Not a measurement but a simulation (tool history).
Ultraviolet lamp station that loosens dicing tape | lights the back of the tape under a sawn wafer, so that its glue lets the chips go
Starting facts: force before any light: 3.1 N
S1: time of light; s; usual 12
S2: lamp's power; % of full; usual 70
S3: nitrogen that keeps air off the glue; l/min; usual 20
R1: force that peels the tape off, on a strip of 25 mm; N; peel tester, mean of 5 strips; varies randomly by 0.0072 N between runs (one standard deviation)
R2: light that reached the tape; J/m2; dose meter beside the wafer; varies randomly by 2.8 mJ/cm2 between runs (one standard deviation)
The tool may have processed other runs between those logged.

run 1 hour=0 | S1=12 S2=70 S3=20 | R1=0.349 R2=2880
run 2 hour=44.6 | S1=12 S2=70 S3=20 | R1=0.366 R2=2800
run 3 hour=67.5 | S1=12 S2=70 S3=20 | R1=0.358 R2=2780
run 4 hour=90.3 | S1=12 S2=70 S3=20 | R1=0.361 R2=2680
run 5 hour=127 | S1=12 S2=70 S3=20 | R1=0.358 R2=2690
run 6 hour=169.8 | S1=12 S2=70 S3=35 | R1=0.329 R2=2640
run 7 hour=206.5 | S1=12 S2=70 S3=20 | R1=0.382 R2=2550
run 8 hour=231.1 | S1=12 S2=70 S3=20 | R1=0.401 R2=2540
run 9 hour=274.6 | S1=12 S2=70 S3=20 | R1=0.427 R2=2440
run 10 hour=300.4 | S1=22 S2=70 S3=20 | R1=0.228 R2=4460
run 11 hour=329.4 | S1=22 S2=70 S3=20 | R1=0.236 R2=4440
run 12 hour=367.2 | S1=22 S2=70 S3=20 | R1=0.243 R2=4400
run 13 hour=399.7 | S1=14 S2=60 S3=34 | R1=0.387 R2=2360
run 14 hour=440.9 | S1=14 S2=99 S3=34 | R1=0.242 R2=3800
run 15 hour=474.6 | S1=15 S2=79 S3=27 | R1=0.298 R2=3180
-- hour=493.5 lamp changed
-- hour=494 window cleaned of glue's vapour
run 16 hour=495.9 | S1=15 S2=79 S3=27 | R1=0.226 R2=5450

Below are 4 alternative next runs, each starting from the tool's condition after run 16. Predict each:
run A hour=538.4 | S1=15 S2=89 S3=14 | R1=? R2=?
run B hour=538.4 | S1=12 S2=79 S3=27 | R1=? R2=?
run C hour=538.4 | S1=15 S2=79 S3=22 | R1=? R2=?
run D hour=538.4 | S1=8 S2=70 S3=13 | R1=? R2=?

run=A R1=0.225 R2=6060
run=B R1=0.248 R2=4270
run=C R1=0.228 R2=5350
run=D R1=0.481 R2=2530
With the hidden condition removed and each run's random variation left untouched, the same runs would have given:
run=A R1=0.225 R2=6190
run=B R1=0.246 R2=4360
run=C R1=0.228 R2=5460
run=D R1=0.469 R2=2580
